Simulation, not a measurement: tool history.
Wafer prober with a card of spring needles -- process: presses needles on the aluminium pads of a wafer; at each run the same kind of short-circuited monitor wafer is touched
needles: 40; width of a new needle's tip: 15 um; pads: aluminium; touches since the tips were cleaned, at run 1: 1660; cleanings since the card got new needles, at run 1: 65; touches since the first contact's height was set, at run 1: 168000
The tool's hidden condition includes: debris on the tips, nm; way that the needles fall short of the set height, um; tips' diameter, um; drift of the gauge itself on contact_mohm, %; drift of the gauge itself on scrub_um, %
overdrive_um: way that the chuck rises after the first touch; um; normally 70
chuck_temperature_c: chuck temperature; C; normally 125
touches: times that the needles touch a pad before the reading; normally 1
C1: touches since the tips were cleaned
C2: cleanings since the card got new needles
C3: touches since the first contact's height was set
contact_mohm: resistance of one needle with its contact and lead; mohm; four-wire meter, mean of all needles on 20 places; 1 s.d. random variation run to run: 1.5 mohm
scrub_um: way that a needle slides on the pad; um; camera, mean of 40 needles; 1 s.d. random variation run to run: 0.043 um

{"run": 1, "day": 0.0, "overdrive_um": 70, "chuck_temperature_c": 125, "touches": 1, "C1": 1660, "C2": 65, "C3": 168000, "contact_mohm": 147, "scrub_um": 8.59}
{"day": 0.279, "done": "height of the first contact set anew"}
{"day": 0.417, "done": "tips cleaned on abrasive film"}
{"day": 1.062, "done": "tips cleaned on abrasive film"}
{"day": 1.708, "done": "tips cleaned on abrasive film"}
{"run": 2, "day": 1.904, "overdrive_um": 70, "chuck_temperature_c": 125, "touches": 1, "C1": 1696, "C2": 68, "C3": 14139, "contact_mohm": 151, "scrub_um": 8.98}
{"day": 2.296, "done": "tips cleaned on abrasive film"}
{"day": 2.942, "done": "tips cleaned on abrasive film"}
{"run": 3, "day": 3.292, "overdrive_um": 70, "chuck_temperature_c": 31, "touches": 1, "C1": 3071, "C2": 70, "C3": 26245, "contact_mohm": 145, "scrub_um": 8.93}
{"day": 3.546, "done": "tips cleaned on abrasive film"}
{"day": 4.212, "done": "tips cleaned on abrasive film"}
{"day": 4.867, "done": "tips cleaned on abrasive film"}
{"day": 5.258, "done": "tips cleaned on abrasive film, once more"}
{"run": 4, "day": 5.471, "overdrive_um": 52, "chuck_temperature_c": 125, "touches": 1, "C1": 1871, "C2": 74, "C3": 45185, "contact_mohm": 161, "scrub_um": 6.61}
{"day": 5.871, "done": "tips cleaned on abrasive film"}
{"day": 6.408, "done": "tips cleaned on abrasive film"}
{"day": 7.058, "done": "tips cleaned on abrasive film"}
{"day": 7.708, "done": "tips cleaned on abrasive film"}
{"run": 5, "day": 7.954, "overdrive_um": 52, "chuck_temperature_c": 125, "touches": 1, "C1": 2173, "C2": 78, "C3": 66817, "contact_mohm": 164, "scrub_um": 6.52}
{"day": 8.358, "done": "tips cleaned on abrasive film"}
{"day": 9.021, "done": "tips cleaned on abrasive film"}
{"day": 9.683, "done": "tips cleaned on abrasive film"}
{"run": 6, "day": 10.146, "overdrive_um": 52, "chuck_temperature_c": 125, "touches": 1, "C1": 4032, "C2": 81, "C3": 85889, "contact_mohm": 174, "scrub_um": 6.51}
{"day": 10.275, "done": "tips cleaned on abrasive film"}
{"day": 10.933, "done": "tips cleaned on abrasive film"}
{"day": 11.562, "done": "tips cleaned on abrasive film"}
{"run": 7, "day": 11.758, "overdrive_um": 52, "chuck_temperature_c": 125, "touches": 1, "C1": 1714, "C2": 84, "C3": 99931, "contact_mohm": 162, "scrub_um": 6.51}
{"day": 12.162, "done": "tips cleaned on abrasive film"}
{"day": 12.821, "done": "tips cleaned on abrasive film"}
{"day": 13.358, "done": "tips cleaned on abrasive film"}
{"run": 8, "day": 13.554, "overdrive_um": 52, "chuck_temperature_c": 125, "touches": 1, "C1": 1717, "C2": 87, "C3": 115548, "contact_mohm": 163, "scrub_um": 6.37}
{"day": 13.954, "done": "tips cleaned on abrasive film"}
{"day": 14.612, "done": "tips cleaned on abrasive film"}
{"day": 15.262, "done": "tips cleaned on abrasive film"}
{"day": 15.854, "done": "tips cleaned on abrasive film"}
{"run": 9, "day": 15.854, "overdrive_um": 52, "chuck_temperature_c": 125, "touches": 1, "C1": 0, "C2": 91, "C3": 135585, "contact_mohm": 150, "scrub_um": 6.43}
{"day": 16.5, "done": "tips cleaned on abrasive film"}
{"day": 17.038, "done": "tips cleaned on abrasive film"}
{"run": 10, "day": 17.129, "overdrive_um": 52, "chuck_temperature_c": 125, "touches": 1, "C1": 801, "C2": 93, "C3": 146657, "contact_mohm": 159, "scrub_um": 6.34}
{"day": 17.662, "done": "tips cleaned on abrasive film"}
{"day": 18.196, "done": "tips cleaned on abrasive film"}
{"run": 11, "day": 18.458, "overdrive_um": 52, "chuck_temperature_c": 125, "touches": 1, "C1": 2306, "C2": 95, "C3": 158268, "contact_mohm": 168, "scrub_um": 6.21}
{"day": 18.85, "done": "tips cleaned on abrasive film"}
{"day": 19.388, "done": "tips cleaned on abrasive film"}
{"day": 19.929, "done": "height of the first contact set anew"}
{"day": 20.067, "done": "tips cleaned on abrasive film"}
{"day": 20.6, "done": "tips cleaned on abrasive film"}
{"run": 12, "day": 21.108, "overdrive_um": 52, "chuck_temperature_c": 125, "touches": 1, "C1": 4439, "C2": 99, "C3": 10255, "contact_mohm": 171, "scrub_um": 6.59}
{"day": 21.246, "done": "tips cleaned on abrasive film"}
{"day": 21.779, "done": "tips cleaned on abrasive film"}
{"day": 22.433, "done": "tips cleaned on abrasive film"}
{"run": 13, "day": 22.596, "overdrive_um": 52, "chuck_temperature_c": 125, "touches": 1, "C1": 1434, "C2": 102, "C3": 23192, "contact_mohm": 162, "scrub_um": 6.58}
{"day": 22.975, "done": "tips cleaned on abrasive film"}
{"day": 23.642, "done": "tips cleaned on abrasive film"}
{"day": 24.271, "done": "tips cleaned on abrasive film"}
{"run": 14, "day": 24.271, "overdrive_um": 70, "chuck_temperature_c": 125, "touches": 1, "C1": 0, "C2": 105, "C3": 37767, "contact_mohm": 145, "scrub_um": 8.96}
{"day": 24.929, "done": "tips cleaned on abrasive film"}
{"run": 15, "day": 25.429, "overdrive_um": 87, "chuck_temperature_c": 30, "touches": 1, "C1": 4370, "C2": 106, "C3": 47873, "contact_mohm": 143, "scrub_um": 10.97}
{"day": 25.567, "done": "tips cleaned on abrasive film"}
{"day": 26.1, "done": "tips cleaned on abrasive film"}
{"day": 26.638, "done": "tips cleaned on abrasive film"}
{"day": 27.246, "done": "tips cleaned on abrasive film"}
{"run": 16, "day": 27.412, "overdrive_um": 87, "chuck_temperature_c": 30, "touches": 1, "C1": 1451, "C2": 110, "C3": 65113, "contact_mohm": 136, "scrub_um": 11.05}
{"day": 27.808, "done": "tips cleaned on abrasive film"}
{"day": 28.45, "done": "tips cleaned on abrasive film"}
{"day": 29.104, "done": "tips cleaned on abrasive film"}
{"day": 29.754, "done": "tips cleaned on abrasive film"}
{"run": 17, "day": 29.925, "overdrive_um": 54, "chuck_temperature_c": 30, "touches": 2, "C1": 1512, "C2": 114, "C3": 86994, "contact_mohm": 141, "scrub_um": 6.74}
{"day": 30.325, "done": "tips cleaned on abrasive film"}
{"day": 30.858, "done": "tips cleaned on abrasive film"}
{"day": 31.396, "done": "tips cleaned on abrasive film"}
{"run": 18, "day": 31.425, "overdrive_um": 54, "chuck_temperature_c": 30, "touches": 2, "C1": 286, "C2": 117, "C3": 100040, "contact_mohm": 138, "scrub_um": 6.61}
{"day": 31.962, "done": "tips cleaned on abrasive film"}
{"day": 32.612, "done": "tips cleaned on abrasive film"}
{"run": 19, "day": 32.812, "overdrive_um": 54, "chuck_temperature_c": 62, "touches": 2, "C1": 1741, "C2": 119, "C3": 112103, "contact_mohm": 147, "scrub_um": 6.59}
{"day": 33.212, "done": "tips cleaned on abrasive film"}
{"day": 33.879, "done": "tips cleaned on abrasive film"}
{"run": 20, "day": 33.988, "overdrive_um": 54, "chuck_temperature_c": 62, "touches": 2, "C1": 944, "C2": 121, "C3": 122331, "contact_mohm": 146, "scrub_um": 6.61}
{"day": 34.517, "done": "tips cleaned on abrasive film"}
{"day": 35.15, "done": "tips cleaned on abrasive film"}
{"run": 21, "day": 35.679, "overdrive_um": 66, "chuck_temperature_c": 125, "touches": 3, "C1": 4630, "C2": 123, "C3": 137089, "contact_mohm": 154, "scrub_um": 8.09}
{"day": 35.812, "done": "tips cleaned on abrasive film"}
{"day": 36.467, "done": "tips cleaned on abrasive film"}
{"day": 37.125, "done": "tips cleaned on abrasive film"}
{"run": 22, "day": 37.392, "overdrive_um": 66, "chuck_temperature_c": 125, "touches": 3, "C1": 2324, "C2": 126, "C3": 151986, "contact_mohm": 152, "scrub_um": 8.05}
{"day": 37.792, "done": "tips cleaned on abrasive film"}
{"day": 38.446, "done": "tips cleaned on abrasive film"}
{"day": 39.108, "done": "tips cleaned on abrasive film"}
{"day": 39.508, "done": "height of the first contact set anew"}
{"day": 39.762, "done": "tips cleaned on abrasive film"}
{"run": 23, "day": 39.967, "overdrive_um": 89, "chuck_temperature_c": 71, "touches": 2, "C1": 1790, "C2": 130, "C3": 3984, "contact_mohm": 137, "scrub_um": 11.36}
{"day": 40.371, "done": "tips cleaned on abrasive film"}
{"day": 40.904, "done": "tips cleaned on abrasive film"}
{"day": 41.554, "done": "tips cleaned on abrasive film"}
{"day": 42.196, "done": "tips cleaned on abrasive film"}
{"run": 24, "day": 42.333, "overdrive_um": 57, "chuck_temperature_c": 71, "touches": 2, "C1": 1205, "C2": 134, "C3": 24563, "contact_mohm": 147, "scrub_um": 7.3}
{"day": 42.854, "done": "tips cleaned on abrasive film"}
{"day": 43.483, "done": "tips cleaned on abrasive film"}
{"run": 25, "day": 43.725, "overdrive_um": 85, "chuck_temperature_c": 75, "touches": 2, "C1": 2102, "C2": 136, "C3": 36680, "contact_mohm": 138, "scrub_um": 10.75}
{"day": 44.125, "done": "tips cleaned on abrasive film"}
{"day": 44.792, "done": "tips cleaned on abrasive film"}
{"day": 45.458, "done": "tips cleaned on abrasive film"}
{"run": 26, "day": 45.767, "overdrive_um": 70, "chuck_temperature_c": 66, "touches": 1, "C1": 2701, "C2": 139, "C3": 54477, "contact_mohm": 150, "scrub_um": 8.9}

Forecast run 27:
{"day": 46.038, "done": "tips cleaned on abrasive film"}
{"day": 46.683, "done": "tips cleaned on abrasive film"}
{"day": 47.35, "done": "tips cleaned on abrasive film"}
{"day": 47.883, "done": "tips cleaned on abrasive film"}
{"run": 27, "day": 48.342, "overdrive_um": 70, "chuck_temperature_c": 66, "touches": 1, "C1": 4007, "C2": 143, "C3": 76903, "contact_mohm": "?", "scrub_um": "?"}

contact_mohm: 156 mohm
scrub_um: 8.83 um
Had the tool carried no hidden state, the very same run would have given contact_mohm 134 mohm, scrub_um 9.00 um.

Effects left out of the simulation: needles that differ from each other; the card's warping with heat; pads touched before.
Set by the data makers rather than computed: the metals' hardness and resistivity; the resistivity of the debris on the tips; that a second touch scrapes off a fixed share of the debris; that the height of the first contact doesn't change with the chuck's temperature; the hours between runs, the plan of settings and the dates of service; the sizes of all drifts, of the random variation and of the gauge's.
